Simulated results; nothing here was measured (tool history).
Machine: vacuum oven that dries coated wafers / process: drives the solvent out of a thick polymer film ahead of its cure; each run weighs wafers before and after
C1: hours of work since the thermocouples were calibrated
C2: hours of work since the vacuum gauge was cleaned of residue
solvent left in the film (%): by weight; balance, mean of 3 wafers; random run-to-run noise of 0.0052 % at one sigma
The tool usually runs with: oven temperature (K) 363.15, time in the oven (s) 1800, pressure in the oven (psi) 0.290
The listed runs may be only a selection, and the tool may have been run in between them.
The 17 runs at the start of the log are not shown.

{"run": 18, "hour": 360.7, "oven temperature (K)": 356.15, "time in the oven (s)": 1800, "pressure in the oven (psi)": 1.028, "C1": 98, "C2": 591, "solvent left in the film (%)": 5.066}
{"run": 19, "hour": 376.8, "oven temperature (K)": 356.15, "time in the oven (s)": 3180, "pressure in the oven (psi)": 1.028, "C1": 104, "C2": 598, "solvent left in the film (%)": 4.079}
{"run": 20, "hour": 393.9, "oven temperature (K)": 356.15, "time in the oven (s)": 3180, "pressure in the oven (psi)": 1.028, "C1": 111, "C2": 604, "solvent left in the film (%)": 4.088}
{"run": 21, "hour": 418.5, "oven temperature (K)": 363.15, "time in the oven (s)": 1800, "pressure in the oven (psi)": 0.29, "C1": 121, "C2": 614, "solvent left in the film (%)": 1.429}
{"run": 22, "hour": 440.3, "oven temperature (K)": 363.15, "time in the oven (s)": 1800, "pressure in the oven (psi)": 0.29, "C1": 130, "C2": 623, "solvent left in the film (%)": 1.431}
{"run": 23, "hour": 459.1, "oven temperature (K)": 363.15, "time in the oven (s)": 1020, "pressure in the oven (psi)": 0.22, "C1": 137, "C2": 631, "solvent left in the film (%)": 3.119}
{"run": 24, "hour": 487.2, "oven temperature (K)": 378.15, "time in the oven (s)": 1800, "pressure in the oven (psi)": 0.29, "C1": 149, "C2": 642, "solvent left in the film (%)": 0.535}
{"run": 25, "hour": 502.6, "oven temperature (K)": 363.15, "time in the oven (s)": 2280, "pressure in the oven (psi)": 0.271, "C1": 155, "C2": 648, "solvent left in the film (%)": 1.042}
{"run": 26, "hour": 528.0, "oven temperature (K)": 363.15, "time in the oven (s)": 2280, "pressure in the oven (psi)": 0.271, "C1": 165, "C2": 658, "solvent left in the film (%)": 1.045}
{"run": 27, "hour": 548.0, "oven temperature (K)": 351.15, "time in the oven (s)": 1620, "pressure in the oven (psi)": 0.271, "C1": 173, "C2": 666, "solvent left in the film (%)": 3.943}
{"run": 28, "hour": 574.3, "oven temperature (K)": 369.15, "time in the oven (s)": 1380, "pressure in the oven (psi)": 0.841, "C1": 184, "C2": 677, "solvent left in the film (%)": 2.521}
{"run": 29, "hour": 599.1, "oven temperature (K)": 356.15, "time in the oven (s)": 1800, "pressure in the oven (psi)": 0.29, "C1": 194, "C2": 687, "solvent left in the film (%)": 2.456}
{"run": 30, "hour": 611.9, "oven temperature (K)": 356.15, "time in the oven (s)": 2760, "pressure in the oven (psi)": 0.371, "C1": 199, "C2": 692, "solvent left in the film (%)": 1.781}
{"run": 31, "hour": 631.6, "oven temperature (K)": 356.15, "time in the oven (s)": 2760, "pressure in the oven (psi)": 0.371, "C1": 207, "C2": 700, "solvent left in the film (%)": 1.782}
{"run": 32, "hour": 645.0, "oven temperature (K)": 356.15, "time in the oven (s)": 2760, "pressure in the oven (psi)": 0.371, "C1": 212, "C2": 705, "solvent left in the film (%)": 1.783}
{"run": 33, "hour": 669.5, "oven temperature (K)": 370.15, "time in the oven (s)": 2280, "pressure in the oven (psi)": 0.29, "C1": 222, "C2": 715, "solvent left in the film (%)": 0.727}
{"run": 34, "hour": 693.6, "oven temperature (K)": 377.15, "time in the oven (s)": 1200, "pressure in the oven (psi)": 0.215, "C1": 232, "C2": 725, "solvent left in the film (%)": 0.718}
{"run": 35, "hour": 720.2, "oven temperature (K)": 351.15, "time in the oven (s)": 1800, "pressure in the oven (psi)": 0.16, "C1": 242, "C2": 736, "solvent left in the film (%)": 2.988}
{"run": 36, "hour": 746.3, "oven temperature (K)": 351.15, "time in the oven (s)": 1800, "pressure in the oven (psi)": 0.16, "C1": 253, "C2": 746, "solvent left in the film (%)": 2.986}
{"run": 37, "hour": 765.6, "oven temperature (K)": 351.15, "time in the oven (s)": 1800, "pressure in the oven (psi)": 0.16, "C1": 261, "C2": 754, "solvent left in the film (%)": 2.988}
{"run": 38, "hour": 781.9, "oven temperature (K)": 371.15, "time in the oven (s)": 1800, "pressure in the oven (psi)": 0.29, "C1": 267, "C2": 761, "solvent left in the film (%)": 0.794}
{"run": 39, "hour": 806.0, "oven temperature (K)": 371.15, "time in the oven (s)": 2760, "pressure in the oven (psi)": 0.29, "C1": 277, "C2": 770, "solvent left in the film (%)": 0.649}
{"run": 40, "hour": 818.5, "oven temperature (K)": 377.15, "time in the oven (s)": 1620, "pressure in the oven (psi)": 0.149, "C1": 282, "C2": 775, "solvent left in the film (%)": 0.364}
{"run": 41, "hour": 837.6, "oven temperature (K)": 377.15, "time in the oven (s)": 1620, "pressure in the oven (psi)": 0.149, "C1": 290, "C2": 783, "solvent left in the film (%)": 0.362}
{"run": 42, "hour": 861.8, "oven temperature (K)": 365.15, "time in the oven (s)": 1620, "pressure in the oven (psi)": 0.149, "C1": 299, "C2": 793, "solvent left in the film (%)": 1.044}

Below are 5 alternative next runs, each starting from the tool's condition after run 42. Predict each:
{"run": "A", "hour": 885.4, "oven temperature (K)": 377.15, "time in the oven (s)": 2280, "pressure in the oven (psi)": 0.315, "C1": 309, "C2": 802, "solvent left in the film (%)": "?"}
{"run": "B", "hour": 885.4, "oven temperature (K)": 369.15, "time in the oven (s)": 1140, "pressure in the oven (psi)": 0.685, "C1": 309, "C2": 802, "solvent left in the film (%)": "?"}
{"run": "C", "hour": 885.4, "oven temperature (K)": 366.15, "time in the oven (s)": 2460, "pressure in the oven (psi)": 0.29, "C1": 309, "C2": 802, "solvent left in the film (%)": "?"}
{"run": "D", "hour": 885.4, "oven temperature (K)": 354.15, "time in the oven (s)": 960, "pressure in the oven (psi)": 0.812, "C1": 309, "C2": 802, "solvent left in the film (%)": "?"}
{"run": "E", "hour": 885.4, "oven temperature (K)": 366.15, "time in the oven (s)": 1080, "pressure in the oven (psi)": 0.46, "C1": 309, "C2": 802, "solvent left in the film (%)": "?"}

run=A solvent_left_in_the_film_(%)=0.566
run=B solvent_left_in_the_film_(%)=2.601
run=C solvent_left_in_the_film_(%)=0.864
run=D solvent_left_in_the_film_(%)=7.530
run=E solvent_left_in_the_film_(%)=2.805
Had the tool no hidden state, the same runs would have come out as:
run=A solvent_left_in_the_film_(%)=0.534
run=B solvent_left_in_the_film_(%)=2.501
run=C solvent_left_in_the_film_(%)=0.810
run=D solvent_left_in_the_film_(%)=7.350
run=E solvent_left_in_the_film_(%)=2.692

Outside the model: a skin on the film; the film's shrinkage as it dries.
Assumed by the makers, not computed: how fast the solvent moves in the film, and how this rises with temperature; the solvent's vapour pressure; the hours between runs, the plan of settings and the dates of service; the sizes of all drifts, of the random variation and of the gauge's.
